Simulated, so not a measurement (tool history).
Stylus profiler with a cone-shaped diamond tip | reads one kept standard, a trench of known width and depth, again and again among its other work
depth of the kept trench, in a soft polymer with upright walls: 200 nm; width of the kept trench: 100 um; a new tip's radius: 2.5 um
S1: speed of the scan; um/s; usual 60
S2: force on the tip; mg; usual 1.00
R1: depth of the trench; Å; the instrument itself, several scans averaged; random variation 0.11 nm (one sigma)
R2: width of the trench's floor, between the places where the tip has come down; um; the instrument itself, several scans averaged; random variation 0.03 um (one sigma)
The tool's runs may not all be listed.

run    day  S1    S2      R1     R2
  1  0.000  60  1.00  2016.5  97.74
  2  0.588  60  1.00  2016.8  97.70
  3  1.017  60  1.00  2014.3  97.76
  4  1.500  60  1.00  2017.1  97.72
  5  1.850  60  1.00  2015.3  97.71
  6  2.462  60  1.00  2016.0  97.73
  7  2.775  60  1.42  2020.9  97.72
  8  3.342  17  0.35  2009.1  97.87
  9  3.654  91  2.50  2028.7  97.73
 10  4.108  38  1.91  2023.7  97.87
 11  4.558  38  1.91  2024.3  97.90
 12  5.038  18  1.17  2016.5  97.93
 13  5.288  18  1.17  2017.9  97.86
 14  5.662  18  1.17  2019.7  97.89

Forecast each of these 3 alternatives for the next run:
  A  5.921   18  1.00   ?   ?
  B  5.921  188  0.70   ?   ?
  C  5.921   20  1.17   ?   ?

run      R1     R2
  A  2015.8  97.92
  B  2011.1  96.91
  C  2018.6  97.88
Without the tool's hidden state the same runs would have given:
run      R1     R2
  A  2015.5  97.97
  B  2010.8  96.95
  C  2018.4  97.92

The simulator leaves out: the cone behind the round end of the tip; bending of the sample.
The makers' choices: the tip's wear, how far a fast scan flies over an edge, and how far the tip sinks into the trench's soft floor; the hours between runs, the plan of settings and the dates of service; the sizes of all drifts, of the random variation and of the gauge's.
